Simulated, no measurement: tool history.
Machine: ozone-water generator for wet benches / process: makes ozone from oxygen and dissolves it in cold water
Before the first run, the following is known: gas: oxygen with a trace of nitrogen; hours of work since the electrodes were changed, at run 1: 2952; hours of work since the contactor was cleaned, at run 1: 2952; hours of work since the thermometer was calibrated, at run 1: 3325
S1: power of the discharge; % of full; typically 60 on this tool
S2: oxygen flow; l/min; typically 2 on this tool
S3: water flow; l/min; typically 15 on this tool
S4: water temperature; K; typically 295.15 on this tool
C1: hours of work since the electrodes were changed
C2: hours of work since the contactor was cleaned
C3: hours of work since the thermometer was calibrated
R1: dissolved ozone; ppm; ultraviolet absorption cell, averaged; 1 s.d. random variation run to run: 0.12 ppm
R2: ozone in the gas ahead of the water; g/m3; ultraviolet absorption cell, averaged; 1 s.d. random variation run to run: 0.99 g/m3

run 1 hour=0 | S1=60 S2=2 S3=15 S4=295.15 | C1=2952 C2=2952 C3=3325 | R1=12.3 R2=169.3
run 2 hour=91.8 | S1=60 S2=2 S3=15 S4=295.15 | C1=3027 C2=3027 C3=3400 | R1=12 R2=170.1
run 3 hour=204.7 | S1=60 S2=2 S3=15 S4=295.15 | C1=3120 C2=3120 C3=3493 | R1=12 R2=170
run 4 hour=251.7 | S1=60 S2=2 S3=15 S4=295.15 | C1=3158 C2=3158 C3=3531 | R1=12 R2=168.1
run 5 hour=338 | S1=60 S2=2 S3=15 S4=294.15 | C1=3228 C2=3228 C3=3601 | R1=12.3 R2=170.3
run 6 hour=401.8 | S1=60 S2=2 S3=15 S4=294.15 | C1=3281 C2=3281 C3=3654 | R1=12.2 R2=171.2
run 7 hour=459.5 | S1=60 S2=2 S3=15 S4=294.15 | C1=3328 C2=3328 C3=3701 | R1=12.2 R2=170.8
run 8 hour=512.3 | S1=86 S2=2 S3=15 S4=288.15 | C1=3371 C2=3371 C3=3744 | R1=15.9 R2=210.6
run 9 hour=623.1 | S1=52 S2=2 S3=20 S4=288.15 | C1=3461 C2=3461 C3=3834 | R1=9.3 R2=157.8
run 10 hour=674 | S1=67 S2=2.42 S3=9 S4=297.15 | C1=3503 C2=3503 C3=3876 | R1=18.9 R2=166.2
run 11 hour=777.8 | S1=60 S2=1.55 S3=15 S4=302.15 | C1=3588 C2=3588 C3=3961 | R1=10.9 R2=197.3
run 12 hour=849.5 | S1=68 S2=1.55 S3=14 S4=302.15 | C1=3646 C2=3646 C3=4019 | R1=12.5 R2=209.3

Predict each of these 4 candidate next runs independently; none follows another, all start after run 12:
run A hour=946.3 | S1=68 S2=1.06 S3=14 S4=302.15 | C1=3725 C2=3725 C3=4098 | R1=? R2=?
run B hour=946.3 | S1=68 S2=2.57 S3=17 S4=302.15 | C1=3725 C2=3725 C3=4098 | R1=? R2=?
run C hour=946.3 | S1=60 S2=2 S3=17 S4=295.15 | C1=3725 C2=3725 C3=4098 | R1=? R2=?
run D hour=946.3 | S1=83 S2=1.55 S3=14 S4=290.15 | C1=3725 C2=3725 C3=4098 | R1=? R2=?

run=A R1=11.4 R2=251.2
run=B R1=11.5 R2=164.2
run=C R1=10.9 R2=174.1
run=D R1=15.6 R2=236.4
Without the tool's hidden state the same runs would have given:
run=A R1=11.5 R2=247.6
run=B R1=11.5 R2=161.9
run=C R1=10.9 R2=171.6
run=D R1=15.6 R2=233
